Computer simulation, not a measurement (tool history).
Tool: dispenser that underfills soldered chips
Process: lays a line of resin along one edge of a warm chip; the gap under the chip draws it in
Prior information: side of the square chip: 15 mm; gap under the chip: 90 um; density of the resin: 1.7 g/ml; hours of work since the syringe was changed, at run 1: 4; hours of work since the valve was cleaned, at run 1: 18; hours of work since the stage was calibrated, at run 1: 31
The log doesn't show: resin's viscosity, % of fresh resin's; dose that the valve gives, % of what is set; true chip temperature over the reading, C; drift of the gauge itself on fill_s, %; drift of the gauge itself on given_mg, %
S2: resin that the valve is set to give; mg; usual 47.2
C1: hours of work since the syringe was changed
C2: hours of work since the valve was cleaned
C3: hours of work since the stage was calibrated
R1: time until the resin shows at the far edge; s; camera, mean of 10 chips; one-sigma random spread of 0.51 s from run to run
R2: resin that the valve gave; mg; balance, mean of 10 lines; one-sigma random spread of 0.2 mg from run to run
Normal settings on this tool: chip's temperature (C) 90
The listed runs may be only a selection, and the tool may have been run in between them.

Run 1, hour 0.0: usual settings; C1 4; C2 18; C3 31. Result: R1 51.7 s, R2 46.37 mg.
Run 2, hour 2.5: usual settings but chip's temperature (C) 79; C1 6; C2 20; C3 33. Result: R1 81.9 s, R2 46.78 mg.
At hour 5.0: new syringe of resin.
Run 3, hour 7.0: usual settings but chip's temperature (C) 83; C1 1; C2 23; C3 36. Result: R1 57.3 s, R2 46.58 mg.
Run 4, hour 9.0: usual settings; C1 3; C2 24; C3 38. Result: R1 48.8 s, R2 46.89 mg.
Run 5, hour 11.3: usual settings; C1 5; C2 26; C3 39. Result: R1 53.4 s, R2 46.07 mg.
Run 6, hour 13.6: usual settings; C1 6; C2 27; C3 41. Result: R1 59.5 s, R2 46.72 mg.
At hour 15.3: new syringe of resin.
Run 7, hour 17.8: usual settings; C1 2; C2 30; C3 44. Result: R1 46.0 s, R2 46.56 mg.
Run 8, hour 20.0: usual settings but chip's temperature (C) 77, S2 48.1 mg; C1 3; C2 32; C3 45. Result: R1 79.6 s, R2 47.04 mg.
Run 9, hour 23.6: usual settings but chip's temperature (C) 80, S2 57.7 mg; C1 6; C2 34; C3 48. Result: R1 81.3 s, R2 56.93 mg.
At hour 25.4: new syringe of resin.
Run 10, hour 26.5: usual settings but chip's temperature (C) 80, S2 57.7 mg; C1 1; C2 36; C3 50. Result: R1 59.2 s, R2 56.44 mg.
Run 11, hour 31.3: usual settings but chip's temperature (C) 80, S2 57.7 mg; C1 4; C2 40; C3 53. Result: R1 71.8 s, R2 56.12 mg.
Run 12, hour 33.5: usual settings but chip's temperature (C) 80, S2 57.7 mg; C1 6; C2 41; C3 55. Result: R1 79.7 s, R2 56.27 mg.
At hour 35.6: new syringe of resin.
Run 13, hour 36.2: usual settings but chip's temperature (C) 80, S2 57.7 mg; C1 0; C2 43; C3 57. Result: R1 55.5 s, R2 56.98 mg.

3 ways to go on from here, each from the tool as it stands after run 13. What would each give?
Run A, hour 39.1: usual settings but chip's temperature (C) 75, S2 58.8 mg; C1 2; C2 45; C3 59. Result: R1 ?, R2 ?.
Run B, hour 39.1: usual settings but chip's temperature (C) 95, S2 42.0 mg; C1 2; C2 45; C3 59. Result: R1 ?, R2 ?.
Run C, hour 39.1: usual settings but chip's temperature (C) 96, S2 51.4 mg; C1 2; C2 45; C3 59. Result: R1 ?, R2 ?.

run    R1     R2
  A  75.3  57.46
  B  41.6  40.74
  C  39.0  50.21
The same runs, with their run-to-run variation unchanged, on a tool lacking any hidden condition would have given:
run    R1     R2
  A  65.9  58.86
  B  36.1  41.74
  C  34.1  51.44
